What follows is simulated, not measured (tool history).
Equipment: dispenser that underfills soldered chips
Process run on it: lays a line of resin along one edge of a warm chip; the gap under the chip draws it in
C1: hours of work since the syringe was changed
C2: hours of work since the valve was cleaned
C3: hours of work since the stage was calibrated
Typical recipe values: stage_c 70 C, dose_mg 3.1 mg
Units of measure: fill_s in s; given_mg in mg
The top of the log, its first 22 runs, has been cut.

At hour 78.1: new syringe of resin.
At hour 81.1: dispensing valve cleaned and set on the balance.
Run 23, hour 84.1: usual settings but stage_c 67 C, dose_mg 2.77 mg; C1 4; C2 2; C3 102. Result: fill_s 8.5 s, given_mg 2.78 mg.
Run 24, hour 86.4: usual settings but stage_c 67 C, dose_mg 2.77 mg; C1 6; C2 4; C3 103. Result: fill_s 10.2 s, given_mg 2.77 mg.
At hour 89: new syringe of resin.
Run 25, hour 91.5: usual settings but stage_c 67 C, dose_mg 2.77 mg; C1 2; C2 8; C3 107. Result: fill_s 7.8 s, given_mg 2.76 mg.
Run 26, hour 95.2: usual settings but stage_c 63 C, dose_mg 2.94 mg; C1 5; C2 10; C3 110. Result: fill_s 11.3 s, given_mg 2.88 mg.
Run 27, hour 98: usual settings but stage_c 73 C; C1 7; C2 13; C3 112. Result: fill_s 8.3 s, given_mg 3.04 mg.
At hour 98.8: new syringe of resin.
Run 28, hour 102.1: usual settings but stage_c 73 C; C1 2; C2 15; C3 115. Result: fill_s 5.5 s, given_mg 3.05 mg.
Run 29, hour 105.9: usual settings but stage_c 73 C; C1 5; C2 18; C3 118. Result: fill_s 7.1 s, given_mg 3.08 mg.
At hour 108.5: new syringe of resin.
Run 30, hour 110.5: usual settings but stage_c 71 C, dose_mg 3.48 mg; C1 1; C2 22; C3 121. Result: fill_s 6.1 s, given_mg 3.4 mg.
Run 31, hour 113.1: usual settings but stage_c 71 C, dose_mg 3.48 mg; C1 3; C2 24; C3 123. Result: fill_s 6.4 s, given_mg 3.4 mg.
Run 32, hour 116.7: usual settings but stage_c 69 C, dose_mg 3.54 mg; C1 6; C2 26; C3 126. Result: fill_s 9 s, given_mg 3.46 mg.
At hour 118.2: new syringe of resin.
Run 33, hour 120.1: usual settings but stage_c 69 C, dose_mg 3.54 mg; C1 1; C2 29; C3 128. Result: fill_s 6.2 s, given_mg 3.47 mg.

Below are 4 alternative next runs, each starting from the tool's condition after run 33. Predict each:
Run A, hour 124.3: usual settings but stage_c 64 C; C1 5; C2 32; C3 131. Result: fill_s ?, given_mg ?.
Run B, hour 124.3: usual settings but stage_c 60 C, dose_mg 3.67 mg; C1 5; C2 32; C3 131. Result: fill_s ?, given_mg ?.
Run C, hour 124.3: usual settings but stage_c 56 C, dose_mg 3.52 mg; C1 5; C2 32; C3 131. Result: fill_s ?, given_mg ?.
Run D, hour 124.3: usual settings but stage_c 76 C; C1 5; C2 32; C3 131. Result: fill_s ?, given_mg ?.

run  fill_s  given_mg
  A      10      3.03
  B    12.5      3.53
  C    15.5      3.42
  D       6      2.97
Had the tool no hidden state, the same runs would have come out as:
run  fill_s  given_mg
  A     6.5      3.11
  B     8.2      3.63
  C    10.2      3.52
  D     4.1      3.06

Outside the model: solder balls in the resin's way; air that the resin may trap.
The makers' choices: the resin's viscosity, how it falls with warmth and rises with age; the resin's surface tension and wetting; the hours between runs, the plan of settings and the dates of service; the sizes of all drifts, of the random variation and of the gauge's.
